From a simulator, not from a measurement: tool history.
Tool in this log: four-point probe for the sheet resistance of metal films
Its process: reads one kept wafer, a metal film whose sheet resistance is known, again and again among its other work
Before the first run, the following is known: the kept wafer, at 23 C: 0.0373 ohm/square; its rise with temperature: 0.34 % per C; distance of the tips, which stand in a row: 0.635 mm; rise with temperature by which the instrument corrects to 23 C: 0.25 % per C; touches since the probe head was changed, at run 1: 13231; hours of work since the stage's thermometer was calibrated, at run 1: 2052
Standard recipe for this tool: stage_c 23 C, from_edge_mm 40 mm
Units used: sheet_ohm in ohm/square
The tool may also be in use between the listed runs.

| run | hour | stage_c | from_edge_mm | touches since the probe head was changed | hours of work since the stage's thermometer was calibrated | sheet_ohm |
|---|---|---|---|---|---|---|
| 1 | 0 | 23 | 40 | 13231 | 2052 | 0.037433 |
|  | 14.9 | stage's thermometer calibrated |
| 2 | 40.8 | 23 | 40 | 13862 | 13 | 0.037315 |
| 3 | 67.8 | 23 | 40 | 14285 | 27 | 0.037321 |
| 4 | 84.9 | 23 | 40 | 14552 | 36 | 0.037315 |
| 5 | 114.3 | 23 | 40 | 15014 | 51 | 0.037311 |
| 6 | 144.8 | 23 | 40 | 15491 | 66 | 0.03732 |
| 7 | 171.7 | 23 | 40 | 15914 | 80 | 0.037322 |
| 8 | 189.8 | 23 | 40 | 16196 | 89 | 0.037322 |
| 9 | 210.5 | 23 | 40 | 16521 | 100 | 0.037319 |
| 10 | 243.9 | 23 | 40 | 17044 | 117 | 0.037319 |
| 11 | 263 | 23 | 27 | 17344 | 126 | 0.037337 |
| 12 | 301.8 | 23 | 27 | 17952 | 146 | 0.037322 |
| 13 | 338.5 | 23 | 40 | 18526 | 165 | 0.037319 |
| 14 | 358.9 | 23 | 40 | 18847 | 175 | 0.037306 |
| 15 | 387.5 | 23 | 40 | 19295 | 190 | 0.037321 |
| 16 | 405.3 | 23 | 40 | 19573 | 199 | 0.03733 |
| 17 | 436.3 | 33 | 40 | 20059 | 215 | 0.037655 |
| 18 | 470 | 23 | 41 | 20587 | 232 | 0.037327 |
| 19 | 499.8 | 23 | 41 | 21055 | 247 | 0.037326 |
| 20 | 522.5 | 23 | 41 | 21409 | 259 | 0.037324 |
| 21 | 545.1 | 23 | 29 | 21764 | 270 | 0.037335 |
| 22 | 582.5 | 23 | 29 | 22350 | 289 | 0.037322 |
| 23 | 621.4 | 20 | 23 | 22959 | 309 | 0.037248 |
| 24 | 651.9 | 21 | 6 | 23437 | 325 | 0.037476 |
| 25 | 671.4 | 21 | 6 | 23743 | 335 | 0.037477 |
| 26 | 709.3 | 26 | 6 | 24337 | 354 | 0.037646 |
| 27 | 733.4 | 23 | 10 | 24714 | 366 | 0.037405 |
| 28 | 766.9 | 23 | 10 | 25240 | 383 | 0.037406 |
| 29 | 803.2 | 25 | 12 | 25809 | 402 | 0.037451 |
| 30 | 840.6 | 33 | 4 | 26394 | 421 | 0.038171 |
| 31 | 871 | 30 | 68 | 26870 | 436 | 0.037575 |
| 32 | 893.3 | 24 | 7 | 27220 | 448 | 0.037534 |
| 33 | 920.6 | 24 | 7 | 27647 | 462 | 0.037506 |
| 34 | 949 | 24 | 7 | 28092 | 476 | 0.037533 |
| 35 | 970.1 | 34 | 6 | 28423 | 487 | 0.037916 |
| 36 | 990.7 | 32 | 27 | 28746 | 497 | 0.037632 |
| 37 | 1016.6 | 19 | 42 | 29152 | 511 | 0.037196 |
| 38 | 1055.7 | 18 | 8 | 29764 | 531 | 0.037286 |
| 39 | 1080.9 | 18 | 8 | 30159 | 543 | 0.037277 |
| 40 | 1123 | 18 | 8 | 30818 | 565 | 0.037285 |
| 41 | 1140.3 | 18 | 8 | 31090 | 574 | 0.037285 |
| 42 | 1159.2 | 24 | 42 | 31386 | 583 | 0.037371 |
| 43 | 1199.2 | 30 | 36 | 32013 | 604 | 0.037569 |

A few steps of sheet_ohm between consecutive runs. Split each: what settings, incoming material and random variation would produce without the hidden state, and what is left over for the hidden state, along with gauge scatter present in only one of the two compared results (measured, and without hidden state):
Unlogged tool condition in this case: inner tips' distance over the nominal, %; tips' flats over new ones', %; wafer's true temperature over the reading, C; drift of the gauge itself on sheet_ohm, %.
Run 1 -> 2: stage's thermometer calibrated. sheet_ohm -0.000118 ohm/square: hidden state -0.000118, all else +0.
Run 4 -> 5: no setting touched and nothing written in the log between the runs. sheet_ohm -0.000004 ohm/square: hidden state +0.000001, all else -0.000005.
Run 5 -> 6: no setting touched and nothing written in the log between the runs. sheet_ohm +0.000009 ohm/square: hidden state +0.000001, all else +0.000008.
Run 29 -> 30: stage_c 25 -> 33, from_edge_mm 12 -> 4. sheet_ohm +0.00072 ohm/square: hidden state +0, all else +0.00072.
Run 30 -> 31: stage_c 33 -> 30, from_edge_mm 4 -> 68. sheet_ohm -0.000596 ohm/square: hidden state +0.000001, all else -0.000597.
Run 36 -> 37: stage_c 32 -> 19, from_edge_mm 27 -> 42. sheet_ohm -0.000436 ohm/square: hidden state +0.000001, all else -0.000437.
